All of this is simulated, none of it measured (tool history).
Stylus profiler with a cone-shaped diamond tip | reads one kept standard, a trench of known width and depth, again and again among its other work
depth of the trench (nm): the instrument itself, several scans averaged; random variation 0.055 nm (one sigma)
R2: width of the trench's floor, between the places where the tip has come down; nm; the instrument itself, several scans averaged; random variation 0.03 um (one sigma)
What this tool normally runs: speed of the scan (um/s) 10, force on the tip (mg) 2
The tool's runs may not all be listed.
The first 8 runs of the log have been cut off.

Run 9, hour 168.8: usual settings but force on the tip (mg) 3.3. Result: depth of the trench (nm) 101.13, R2 18460 nm.
Run 10, hour 185.8: usual settings. Result: depth of the trench (nm) 100.57, R2 18410 nm.
Run 11, hour 207.4: usual settings but speed of the scan (um/s) 5. Result: depth of the trench (nm) 100.69, R2 18500 nm.
Run 12, hour 233: usual settings but force on the tip (mg) 1.96. Result: depth of the trench (nm) 100.66, R2 18400 nm.
Run 13, hour 247.3: usual settings but force on the tip (mg) 1.96. Result: depth of the trench (nm) 100.7, R2 18450 nm.
Run 14, hour 272.2: usual settings but speed of the scan (um/s) 4. Result: depth of the trench (nm) 100.71, R2 18420 nm.
Run 15, hour 300.7: usual settings but speed of the scan (um/s) 4. Result: depth of the trench (nm) 100.64, R2 18440 nm.
Run 16, hour 320.6: usual settings but speed of the scan (um/s) 4. Result: depth of the trench (nm) 100.65, R2 18460 nm.
Run 17, hour 349.8: usual settings but speed of the scan (um/s) 4. Result: depth of the trench (nm) 100.58, R2 18470 nm.
Run 18, hour 375.9: usual settings. Result: depth of the trench (nm) 100.67, R2 18380 nm.
Run 19, hour 389.9: usual settings but force on the tip (mg) 5.9. Result: depth of the trench (nm) 101.81, R2 18410 nm.
Run 20, hour 416.4: usual settings but force on the tip (mg) 5.9. Result: depth of the trench (nm) 101.78, R2 18470 nm.
Run 21, hour 446.8: usual settings but force on the tip (mg) 2.33. Result: depth of the trench (nm) 100.71, R2 18360 nm.
Run 22, hour 469.2: usual settings but force on the tip (mg) 2.33. Result: depth of the trench (nm) 100.69, R2 18330 nm.
Run 23, hour 489.5: usual settings but force on the tip (mg) 3.69. Result: depth of the trench (nm) 101.09, R2 18400 nm.

The next listed run, before its measurement:
Run 24, hour 519.9: usual settings but force on the tip (mg) 3.69. Result: depth of the trench (nm) ?, R2 ?.

Logged for run 24: depth of the trench (nm) 101.13, R2 18430 nm.
With the hidden condition absent and the run-to-run variation left alone, this run would have shown depth of the trench (nm) 101.66, R2 18740 nm.
